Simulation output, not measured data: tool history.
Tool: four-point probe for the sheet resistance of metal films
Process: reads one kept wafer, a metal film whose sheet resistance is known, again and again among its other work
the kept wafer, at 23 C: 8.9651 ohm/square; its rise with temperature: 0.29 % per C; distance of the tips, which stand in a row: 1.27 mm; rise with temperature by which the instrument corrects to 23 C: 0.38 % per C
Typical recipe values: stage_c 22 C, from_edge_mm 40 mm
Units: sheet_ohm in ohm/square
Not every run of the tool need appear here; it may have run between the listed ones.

run 1 hour=0.0 | stage_c=22 from_edge_mm=40 | sheet_ohm=8.977124
run 2 hour=42.7 | stage_c=22 from_edge_mm=40 | sheet_ohm=8.974307
run 3 hour=66.0 | stage_c=22 from_edge_mm=40 | sheet_ohm=8.974178
run 4 hour=103.5 | stage_c=33 from_edge_mm=40 | sheet_ohm=8.896402
run 5 hour=127.9 | stage_c=22 from_edge_mm=8 | sheet_ohm=9.092375
run 6 hour=172.1 | stage_c=22 from_edge_mm=73 | sheet_ohm=8.972008
run 7 hour=199.3 | stage_c=22 from_edge_mm=7 | sheet_ohm=9.129356
run 8 hour=240.6 | stage_c=22 from_edge_mm=7 | sheet_ohm=9.127021
run 9 hour=266.0 | stage_c=22 from_edge_mm=7 | sheet_ohm=9.128515
run 10 hour=304.2 | stage_c=22 from_edge_mm=7 | sheet_ohm=9.129187
run 11 hour=325.0 | stage_c=22 from_edge_mm=29 | sheet_ohm=8.978993
run 12 hour=363.2 | stage_c=22 from_edge_mm=29 | sheet_ohm=8.980997
run 13 hour=397.6 | stage_c=22 from_edge_mm=29 | sheet_ohm=8.982331
run 14 hour=432.3 | stage_c=22 from_edge_mm=29 | sheet_ohm=8.983413
run 15 hour=468.9 | stage_c=22 from_edge_mm=26 | sheet_ohm=8.984939
run 16 hour=495.9 | stage_c=22 from_edge_mm=26 | sheet_ohm=8.985700
run 17 hour=536.6 | stage_c=20 from_edge_mm=26 | sheet_ohm=8.997505
run 18 hour=572.6 | stage_c=22 from_edge_mm=6 | sheet_ohm=9.185573
run 19 hour=616.7 | stage_c=22 from_edge_mm=40 | sheet_ohm=8.976714
run 20 hour=643.8 | stage_c=27 from_edge_mm=19 | sheet_ohm=8.955873
run 21 hour=668.9 | stage_c=27 from_edge_mm=19 | sheet_ohm=8.955474
run 22 hour=709.2 | stage_c=27 from_edge_mm=19 | sheet_ohm=8.958318
run 23 hour=747.0 | stage_c=22 from_edge_mm=56 | sheet_ohm=8.976576
run 24 hour=765.4 | stage_c=20 from_edge_mm=17 | sheet_ohm=9.017444
run 25 hour=807.8 | stage_c=20 from_edge_mm=17 | sheet_ohm=9.011728
run 26 hour=835.5 | stage_c=20 from_edge_mm=17 | sheet_ohm=9.015511
run 27 hour=868.1 | stage_c=20 from_edge_mm=17 | sheet_ohm=9.015716
run 28 hour=899.8 | stage_c=22 from_edge_mm=56 | sheet_ohm=8.973966
run 29 hour=942.4 | stage_c=19 from_edge_mm=9 | sheet_ohm=9.092895
run 30 hour=966.2 | stage_c=24 from_edge_mm=8 | sheet_ohm=9.079184
run 31 hour=989.4 | stage_c=24 from_edge_mm=8 | sheet_ohm=9.076990
run 32 hour=1010.7 | stage_c=29 from_edge_mm=7 | sheet_ohm=9.072629
run 33 hour=1052.3 | stage_c=30 from_edge_mm=3 | sheet_ohm=9.690737
run 34 hour=1095.9 | stage_c=19 from_edge_mm=7 | sheet_ohm=9.151749
run 35 hour=1114.5 | stage_c=24 from_edge_mm=9 | sheet_ohm=9.051111
run 36 hour=1156.9 | stage_c=27 from_edge_mm=14 | sheet_ohm=8.972884
run 37 hour=1182.6 | stage_c=22 from_edge_mm=18 | sheet_ohm=8.997887
run 38 hour=1215.4 | stage_c=25 from_edge_mm=34 | sheet_ohm=8.954522

3 ways to go on from here, each from the tool as it stands after run 38. What would each give?
run A hour=1236.5 | stage_c=35 from_edge_mm=41 | sheet_ohm=?
run B hour=1236.5 | stage_c=22 from_edge_mm=42 | sheet_ohm=?
run C hour=1236.5 | stage_c=19 from_edge_mm=53 | sheet_ohm=?

run=A sheet_ohm=8.880352
run=B sheet_ohm=8.978475
run=C sheet_ohm=8.997184
The same runs, with their run-to-run variation unchanged, on a tool lacking any hidden condition would have given:
run=A sheet_ohm=8.880832
run=B sheet_ohm=8.978968
run=C sheet_ohm=8.997679
